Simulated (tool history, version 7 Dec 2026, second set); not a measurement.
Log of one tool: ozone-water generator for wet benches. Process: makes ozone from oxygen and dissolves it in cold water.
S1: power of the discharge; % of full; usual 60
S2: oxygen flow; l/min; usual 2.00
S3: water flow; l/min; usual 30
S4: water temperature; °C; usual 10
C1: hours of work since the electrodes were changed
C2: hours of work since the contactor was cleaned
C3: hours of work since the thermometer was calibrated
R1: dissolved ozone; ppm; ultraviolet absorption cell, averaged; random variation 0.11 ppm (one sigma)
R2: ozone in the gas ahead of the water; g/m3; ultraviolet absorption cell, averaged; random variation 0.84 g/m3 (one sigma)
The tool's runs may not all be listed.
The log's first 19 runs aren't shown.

run	hour	S1	S2	S3	S4	C1	C2	C3	R1	R2
20	2511.8	42	2.17	19	7	5204	737	3842	7.8	98.2
21	2651.8	60	2.61	26	10	5334	868	3972	7.3	108.1
22	2775.1	60	2.00	31	10	5449	983	4087	5.1	116.8
23	2887.2	60	2.00	31	6	5554	1087	4192	5.4	118.1
# hour 2935.6: water thermometer calibrated
24	3073.2	60	3.22	25	10	5727	1260	128	8.1	97.9
25	3230.2	60	2.80	25	10	5874	1407	275	7.6	101.3
26	3339.3	60	2.80	25	10	5976	1509	377	7.8	103.3
27	3490.1	45	1.12	29	6	6116	1650	518	3.7	126.3
28	3659.0	41	1.00	38	11	6274	1807	675	2.3	127.1
29	3783.1	41	1.00	38	11	6390	1923	791	2.3	124.5
30	3913.4	41	1.00	38	11	6512	2045	913	2.4	125.3
31	4063.6	41	1.00	38	11	6652	2185	1053	2.2	123.6
32	4155.4	60	2.51	30	7	6738	2271	1139	5.9	104.9
33	4242.9	73	1.38	19	7	6819	2352	1220	7.8	140.2

3 ways to go on from here, each from the tool as it stands after run 33. What would each give?
A	4323.8	95	3.30	30	14	6895	2428	1296	?	?
B	4323.8	60	3.09	30	10	6895	2428	1296	?	?
C	4323.8	54	1.38	19	18	6895	2428	1296	?	?

run	R1	R2
A	7.8	115.0
B	6.4	97.2
C	6.5	124.5
Without the tool's hidden state the same runs would have given:
run	R1	R2
A	9.9	143.3
B	7.8	115.9
C	7.8	147.4

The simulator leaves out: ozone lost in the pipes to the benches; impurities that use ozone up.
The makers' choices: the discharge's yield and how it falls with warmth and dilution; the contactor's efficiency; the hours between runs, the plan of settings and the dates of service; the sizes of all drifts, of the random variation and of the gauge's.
